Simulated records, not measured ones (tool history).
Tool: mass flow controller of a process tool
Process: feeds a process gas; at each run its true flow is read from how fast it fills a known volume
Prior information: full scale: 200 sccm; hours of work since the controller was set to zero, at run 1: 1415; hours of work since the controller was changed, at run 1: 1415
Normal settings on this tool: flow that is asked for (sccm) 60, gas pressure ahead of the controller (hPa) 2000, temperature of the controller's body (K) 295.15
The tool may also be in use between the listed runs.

run	hour	flow that is asked for (sccm)	gas pressure ahead of the controller (hPa)	temperature of the controller's body (K)	hours of work since the controller was set to zero	hours of work since the controller was changed	true flow (%)
1	0	60	2000	295.15	1415	1415	97.51
2	95.5	60	2000	305.15	1465	1465	98.57
3	195.7	60	2000	305.15	1517	1517	98.51
4	242.2	60	2000	305.15	1541	1541	98.48
5	317.5	60	2000	305.15	1580	1580	98.62
6	426.3	60	2350	295.15	1637	1637	97.45
7	499.4	60	2000	295.15	1675	1675	97.59
8	567.7	60	2000	295.15	1711	1711	97.62
9	670.2	60	2000	295.15	1765	1765	97.65
10	739.3	60	2000	295.15	1801	1801	97.63
11	840.9	60	2000	295.15	1854	1854	97.46
12	947.8	60	2000	295.15	1910	1910	97.59
13	1016.4	30	2000	295.15	1945	1945	97.19
14	1120.7	60	2680	295.15	2000	2000	97.21
15	1214.1	60	2680	295.15	2049	2049	97.16
16	1265	60	2680	295.15	2075	2075	97.23
17	1366.8	65	2000	295.15	2128	2128	97.59
18	1454.6	65	2000	295.15	2174	2174	97.74
19	1516.7	44	1640	312.15	2207	2207	99.19
20	1586.3	44	1640	312.15	2243	2243	99.06
21	1634.8	64	1400	307.15	2268	2268	99.12
22	1704.8	64	1400	307.15	2305	2305	99.24
23	1816.3	60	2070	295.15	2363	2363	97.62
24	1878.4	60	2360	309.15	2395	2395	98.68
25	1987.4	60	2360	309.15	2452	2452	98.64
26	2083.2	29	2110	309.15	2502	2502	98.36
27	2191.7	60	2000	296.15	2559	2559	97.64
28	2303.1	165	1990	296.15	2617	2617	99.21
29	2365.6	165	1990	296.15	2650	2650	99.37

Predict each of these 5 candidate next runs independently; none follows another, all start after run 29:
A	2453.2	88	2100	296.15	2695	2695	?
B	2453.2	46	2190	300.15	2695	2695	?
C	2453.2	62	1410	296.15	2695	2695	?
D	2453.2	59	2000	295.15	2695	2695	?
E	2453.2	60	2000	303.15	2695	2695	?

run	true flow (%)
A	98.02
B	97.67
C	98.03
D	97.53
E	98.3
Stripped of hidden state, with their random variation kept, the same runs would have yielded:
run	true flow (%)
A	98.02
B	97.67
C	98.03
D	97.53
E	98.3
